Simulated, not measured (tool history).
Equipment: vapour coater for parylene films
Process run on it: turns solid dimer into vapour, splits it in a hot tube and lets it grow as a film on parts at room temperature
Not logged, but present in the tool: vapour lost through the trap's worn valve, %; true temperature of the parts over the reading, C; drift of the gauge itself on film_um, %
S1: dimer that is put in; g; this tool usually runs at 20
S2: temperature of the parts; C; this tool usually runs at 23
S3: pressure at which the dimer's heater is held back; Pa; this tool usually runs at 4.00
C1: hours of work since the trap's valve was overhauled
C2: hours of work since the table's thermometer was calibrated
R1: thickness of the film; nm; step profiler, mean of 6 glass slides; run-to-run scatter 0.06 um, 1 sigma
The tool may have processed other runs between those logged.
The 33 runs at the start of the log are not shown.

{"run": 34, "hour": 1200.1, "S1": 36, "S2": 26, "S3": 3.55, "C1": 350, "C2": 1303, "R1": 11360}
{"hour": 1225.1, "done": "trap's valve overhauled"}
{"run": 35, "hour": 1244.6, "S1": 36, "S2": 26, "S3": 3.55, "C1": 15, "C2": 1334, "R1": 12570}
{"run": 36, "hour": 1286.6, "S1": 15, "S2": 22, "S3": 4.0, "C1": 46, "C2": 1366, "R1": 5700}
{"run": 37, "hour": 1323.1, "S1": 15, "S2": 22, "S3": 4.0, "C1": 74, "C2": 1393, "R1": 5770}
{"run": 38, "hour": 1371.7, "S1": 24, "S2": 22, "S3": 4.0, "C1": 111, "C2": 1430, "R1": 9030}
{"run": 39, "hour": 1392.6, "S1": 24, "S2": 22, "S3": 4.0, "C1": 127, "C2": 1446, "R1": 9010}
{"run": 40, "hour": 1439.4, "S1": 17, "S2": 32, "S3": 10.16, "C1": 162, "C2": 1481, "R1": 3550}
{"run": 41, "hour": 1465.0, "S1": 17, "S2": 32, "S3": 10.16, "C1": 181, "C2": 1500, "R1": 3430}
{"run": 42, "hour": 1488.0, "S1": 24, "S2": 17, "S3": 4.0, "C1": 199, "C2": 1518, "R1": 10050}
{"run": 43, "hour": 1519.6, "S1": 24, "S2": 17, "S3": 4.0, "C1": 223, "C2": 1542, "R1": 9990}
{"run": 44, "hour": 1544.6, "S1": 26, "S2": 34, "S3": 3.87, "C1": 242, "C2": 1561, "R1": 6040}
{"run": 45, "hour": 1570.5, "S1": 29, "S2": 34, "S3": 3.11, "C1": 261, "C2": 1580, "R1": 7130}
{"run": 46, "hour": 1612.9, "S1": 29, "S2": 34, "S3": 3.11, "C1": 293, "C2": 1612, "R1": 6970}
{"run": 47, "hour": 1645.8, "S1": 25, "S2": 18, "S3": 5.41, "C1": 318, "C2": 1637, "R1": 9650}

What if the next run were any one of these 3? Each begins from the tool's condition after run 47:
{"run": "A", "hour": 1680.1, "S1": 15, "S2": 34, "S3": 4.0, "C1": 344, "C2": 1663, "R1": "?"}
{"run": "B", "hour": 1680.1, "S1": 9, "S2": 29, "S3": 5.41, "C1": 344, "C2": 1663, "R1": "?"}
{"run": "C", "hour": 1680.1, "S1": 11, "S2": 22, "S3": 8.9, "C1": 344, "C2": 1663, "R1": "?"}

run=A R1=3320
run=B R1=2260
run=C R1=3260
Stripped of hidden state, with their random variation kept, the same runs would have yielded:
run=A R1=3570
run=B R1=2430
run=C R1=3510
